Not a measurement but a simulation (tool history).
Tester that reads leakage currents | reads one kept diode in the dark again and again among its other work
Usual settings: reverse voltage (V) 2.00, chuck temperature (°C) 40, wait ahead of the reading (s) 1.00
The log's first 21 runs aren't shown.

run,hour,reverse voltage (V),chuck temperature (°C),wait ahead of the reading (s),current that the tester gives (pA)
22,703.4,6.33,40,1.00,582.32
23,731.5,6.33,40,1.00,583.28
24,753.6,2.00,60,5.83,1151.21
25,792.2,2.00,60,5.83,1160.64
26,815.4,2.83,40,1.33,383.28
27,846.7,2.30,51,1.27,711.47
# hour 853.0: probe card cleaned and baked
28,890.9,2.30,51,1.27,714.74
29,931.9,2.30,51,1.27,714.96
30,956.6,2.30,51,1.27,713.67
31,996.0,1.01,29,0.52,104.18
32,1013.2,1.01,29,0.52,103.54
33,1035.1,1.01,29,0.52,104.15
34,1055.2,1.07,26,1.55,85.81
35,1078.2,2.00,48,0.57,549.45
# hour 1085.0: probe card cleaned and baked, once more
# hour 1110.6: chuck's temperature calibrated
36,1122.7,2.00,48,0.57,495.44
37,1139.5,3.32,48,0.57,648.75
38,1178.6,14.97,48,0.66,1424.90
39,1210.0,14.97,48,0.66,1418.92
40,1249.0,5.12,36,1.00,360.70

3 ways to go on from here, each from the tool as it stands after run 40. What would each give?
A,1276.7,7.07,23,1.00,?
B,1276.7,2.72,54,1.00,?
C,1276.7,2.00,26,1.00,?

run,current that the tester gives (pA)
A,163.23
B,863.60
C,105.72
Without the tool's hidden state the same runs would have given:
run,current that the tester gives (pA)
A,162.51
B,862.52
C,105.46

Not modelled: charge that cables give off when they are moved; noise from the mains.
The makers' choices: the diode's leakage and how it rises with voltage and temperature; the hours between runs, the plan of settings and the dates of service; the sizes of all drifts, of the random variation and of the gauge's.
